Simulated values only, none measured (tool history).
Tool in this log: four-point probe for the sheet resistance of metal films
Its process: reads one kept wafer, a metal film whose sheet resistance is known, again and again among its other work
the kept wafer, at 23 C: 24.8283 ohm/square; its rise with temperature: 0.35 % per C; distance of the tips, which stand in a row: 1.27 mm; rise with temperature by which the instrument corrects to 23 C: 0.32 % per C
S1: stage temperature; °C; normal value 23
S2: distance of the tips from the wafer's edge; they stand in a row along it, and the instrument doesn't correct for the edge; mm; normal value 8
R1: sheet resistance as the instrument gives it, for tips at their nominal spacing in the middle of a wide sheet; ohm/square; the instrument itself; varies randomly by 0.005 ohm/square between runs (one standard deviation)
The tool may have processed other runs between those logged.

run 1 hour=0.0 | S1=23 S2=8 | R1=25.161633
run 2 hour=9.9 | S1=23 S2=8 | R1=25.154989
run 3 hour=20.3 | S1=23 S2=8 | R1=25.163236
run 4 hour=36.1 | S1=23 S2=8 | R1=25.163094
run 5 hour=56.0 | S1=23 S2=8 | R1=25.159338
run 6 hour=74.3 | S1=23 S2=8 | R1=25.168605
run 7 hour=96.5 | S1=23 S2=8 | R1=25.159936
run 8 hour=117.2 | S1=23 S2=8 | R1=25.166621
run 9 hour=140.2 | S1=23 S2=8 | R1=25.159420
run 10 hour=156.9 | S1=23 S2=8 | R1=25.159291
run 11 hour=174.8 | S1=23 S2=8 | R1=25.164132
run 12 hour=195.6 | S1=23 S2=8 | R1=25.163131
run 13 hour=205.9 | S1=23 S2=8 | R1=25.164168
run 14 hour=224.4 | S1=23 S2=8 | R1=25.157061
run 15 hour=246.8 | S1=33 S2=8 | R1=25.242914
run 16 hour=266.6 | S1=23 S2=8 | R1=25.151829
run 17 hour=278.0 | S1=23 S2=8 | R1=25.158178
run 18 hour=290.7 | S1=23 S2=8 | R1=25.161044
run 19 hour=302.1 | S1=23 S2=8 | R1=25.156132
run 20 hour=322.0 | S1=19 S2=21 | R1=24.846157
run 21 hour=337.6 | S1=35 S2=17 | R1=24.994431
run 22 hour=354.5 | S1=35 S2=17 | R1=25.002344
run 23 hour=368.4 | S1=35 S2=17 | R1=24.976331
run 24 hour=381.5 | S1=21 S2=3 | R1=26.981294
run 25 hour=403.0 | S1=21 S2=3 | R1=26.976161
run 26 hour=412.4 | S1=29 S2=20 | R1=24.919743
run 27 hour=429.9 | S1=25 S2=20 | R1=24.894413
run 28 hour=450.2 | S1=22 S2=10 | R1=25.032488
run 29 hour=471.6 | S1=28 S2=4 | R1=26.148993
run 30 hour=485.8 | S1=28 S2=4 | R1=26.136780
run 31 hour=507.5 | S1=20 S2=57 | R1=24.813709
run 32 hour=519.9 | S1=26 S2=9 | R1=25.109942
run 33 hour=536.5 | S1=18 S2=73 | R1=24.791104
run 34 hour=556.6 | S1=28 S2=3 | R1=27.033724
run 35 hour=573.6 | S1=21 S2=3 | R1=26.969269
run 36 hour=594.1 | S1=34 S2=20 | R1=24.965921

Predict each of these 5 candidate next runs independently; none follows another, all start after run 36:
run A hour=614.5 | S1=28 S2=61 | R1=?
run B hour=614.5 | S1=29 S2=13 | R1=?
run C hour=614.5 | S1=21 S2=8 | R1=?
run D hour=614.5 | S1=26 S2=7 | R1=?
run E hour=614.5 | S1=32 S2=20 | R1=?

run=A R1=24.867949
run=B R1=25.002481
run=C R1=25.140799
run=D R1=25.283834
run=E R1=24.944701
Without the tool's hidden state the same runs would have given:
run=A R1=24.869233
run=B R1=25.003770
run=C R1=25.142101
run=D R1=25.285139
run=E R1=24.945985
